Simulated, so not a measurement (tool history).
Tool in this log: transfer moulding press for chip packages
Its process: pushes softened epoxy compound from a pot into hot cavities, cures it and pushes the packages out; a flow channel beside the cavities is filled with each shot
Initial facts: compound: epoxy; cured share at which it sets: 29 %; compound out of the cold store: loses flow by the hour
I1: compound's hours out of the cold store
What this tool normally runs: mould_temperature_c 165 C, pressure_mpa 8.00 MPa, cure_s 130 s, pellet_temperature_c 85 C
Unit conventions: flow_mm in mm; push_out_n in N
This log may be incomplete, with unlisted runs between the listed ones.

run 1 hour=0.0 | mould_temperature_c=165 pressure_mpa=8.00 cure_s=130 pellet_temperature_c=85 | I1=42.8 | flow_mm=933 push_out_n=355
-- hour=3.7 cavities cleaned with cleaning compound and waxed
run 2 hour=21.1 | mould_temperature_c=165 pressure_mpa=8.00 cure_s=130 pellet_temperature_c=94 | I1=26.5 | flow_mm=957 push_out_n=242
run 3 hour=39.2 | mould_temperature_c=165 pressure_mpa=8.00 cure_s=130 pellet_temperature_c=94 | I1=21.9 | flow_mm=970 push_out_n=292
run 4 hour=54.5 | mould_temperature_c=165 pressure_mpa=8.00 cure_s=130 pellet_temperature_c=85 | I1=27.6 | flow_mm=939 push_out_n=317
run 5 hour=84.5 | mould_temperature_c=165 pressure_mpa=8.00 cure_s=123 pellet_temperature_c=85 | I1=45.4 | flow_mm=916 push_out_n=378
-- hour=92.5 cavities cleaned with cleaning compound and waxed
run 6 hour=103.4 | mould_temperature_c=163 pressure_mpa=8.00 cure_s=130 pellet_temperature_c=85 | I1=37.2 | flow_mm=921 push_out_n=225
run 7 hour=131.3 | mould_temperature_c=163 pressure_mpa=8.00 cure_s=130 pellet_temperature_c=85 | I1=29.5 | flow_mm=922 push_out_n=312
run 8 hour=144.8 | mould_temperature_c=163 pressure_mpa=8.00 cure_s=130 pellet_temperature_c=85 | I1=30.4 | flow_mm=929 push_out_n=335
run 9 hour=162.1 | mould_temperature_c=163 pressure_mpa=8.00 cure_s=130 pellet_temperature_c=85 | I1=8.1 | flow_mm=995 push_out_n=380
-- hour=181.2 cavities cleaned with cleaning compound and waxed
run 10 hour=190.2 | mould_temperature_c=163 pressure_mpa=8.00 cure_s=130 pellet_temperature_c=85 | I1=23.9 | flow_mm=936 push_out_n=231
run 11 hour=214.0 | mould_temperature_c=167 pressure_mpa=8.00 cure_s=130 pellet_temperature_c=85 | I1=29.0 | flow_mm=912 push_out_n=278
run 12 hour=242.9 | mould_temperature_c=165 pressure_mpa=6.80 cure_s=130 pellet_temperature_c=85 | I1=14.7 | flow_mm=872 push_out_n=339
-- hour=268.6 cavities cleaned with cleaning compound and waxed
run 13 hour=268.6 | mould_temperature_c=165 pressure_mpa=6.80 cure_s=130 pellet_temperature_c=85 | I1=43.7 | flow_mm=799 push_out_n=174
run 14 hour=293.2 | mould_temperature_c=165 pressure_mpa=7.91 cure_s=130 pellet_temperature_c=85 | I1=36.3 | flow_mm=878 push_out_n=252
run 15 hour=324.0 | mould_temperature_c=165 pressure_mpa=8.00 cure_s=130 pellet_temperature_c=83 | I1=44.8 | flow_mm=853 push_out_n=325
run 16 hour=342.6 | mould_temperature_c=166 pressure_mpa=8.00 cure_s=130 pellet_temperature_c=85 | I1=16.4 | flow_mm=917 push_out_n=343
-- hour=355.7 cavities cleaned with cleaning compound and waxed
run 17 hour=374.6 | mould_temperature_c=162 pressure_mpa=6.10 cure_s=130 pellet_temperature_c=85 | I1=9.0 | flow_mm=822 push_out_n=266
run 18 hour=389.6 | mould_temperature_c=168 pressure_mpa=9.03 cure_s=117 pellet_temperature_c=92 | I1=40.5 | flow_mm=899 push_out_n=289
run 19 hour=403.7 | mould_temperature_c=163 pressure_mpa=8.70 cure_s=130 pellet_temperature_c=83 | I1=17.6 | flow_mm=948 push_out_n=335
run 20 hour=428.5 | mould_temperature_c=163 pressure_mpa=8.70 cure_s=130 pellet_temperature_c=83 | I1=27.0 | flow_mm=907 push_out_n=380
-- hour=443.0 cavities cleaned with cleaning compound and waxed
-- hour=449.7 plunger's sealing rings changed
run 21 hour=453.7 | mould_temperature_c=163 pressure_mpa=8.70 cure_s=130 pellet_temperature_c=83 | I1=23.3 | flow_mm=1035 push_out_n=216
run 22 hour=469.3 | mould_temperature_c=161 pressure_mpa=8.00 cure_s=110 pellet_temperature_c=85 | I1=15.3 | flow_mm=1012 push_out_n=391
run 23 hour=487.7 | mould_temperature_c=165 pressure_mpa=9.40 cure_s=130 pellet_temperature_c=79 | I1=15.1 | flow_mm=1078 push_out_n=297
-- hour=491.3 mould's thermocouples calibrated
run 24 hour=516.0 | mould_temperature_c=165 pressure_mpa=9.40 cure_s=130 pellet_temperature_c=79 | I1=21.0 | flow_mm=1064 push_out_n=358
run 25 hour=531.1 | mould_temperature_c=165 pressure_mpa=9.40 cure_s=130 pellet_temperature_c=84 | I1=42.3 | flow_mm=1008 push_out_n=367
-- hour=535.2 cavities cleaned with cleaning compound and waxed
run 26 hour=560.9 | mould_temperature_c=165 pressure_mpa=9.40 cure_s=130 pellet_temperature_c=84 | I1=17.6 | flow_mm=1058 push_out_n=269
run 27 hour=581.9 | mould_temperature_c=165 pressure_mpa=9.40 cure_s=130 pellet_temperature_c=84 | I1=46.7 | flow_mm=993 push_out_n=321
run 28 hour=596.7 | mould_temperature_c=157 pressure_mpa=9.29 cure_s=112 pellet_temperature_c=85 | I1=27.5 | flow_mm=1039 push_out_n=760
run 29 hour=618.8 | mould_temperature_c=166 pressure_mpa=9.29 cure_s=166 pellet_temperature_c=89 | I1=47.1 | flow_mm=965 push_out_n=341

Here are 3 independent what-if runs from the current tool condition. What would each one return?
-- hour=622.4 cavities cleaned with cleaning compound and waxed
run A hour=636.7 | mould_temperature_c=164 pressure_mpa=9.29 cure_s=119 pellet_temperature_c=81 | I1=25.2 | flow_mm=? push_out_n=?
-- hour=622.4 cavities cleaned with cleaning compound and waxed
run B hour=636.7 | mould_temperature_c=166 pressure_mpa=6.30 cure_s=166 pellet_temperature_c=93 | I1=46.2 | flow_mm=? push_out_n=?
-- hour=622.4 cavities cleaned with cleaning compound and waxed
run C hour=636.7 | mould_temperature_c=166 pressure_mpa=6.08 cure_s=113 pellet_temperature_c=82 | I1=15.4 | flow_mm=? push_out_n=?

run=A flow_mm=1031 push_out_n=267
run=B flow_mm=783 push_out_n=212
run=C flow_mm=838 push_out_n=275
Stripped of hidden state, with their random variation kept, the same runs would have yielded:
run=A flow_mm=1070 push_out_n=204
run=B flow_mm=814 push_out_n=162
run=C flow_mm=871 push_out_n=213
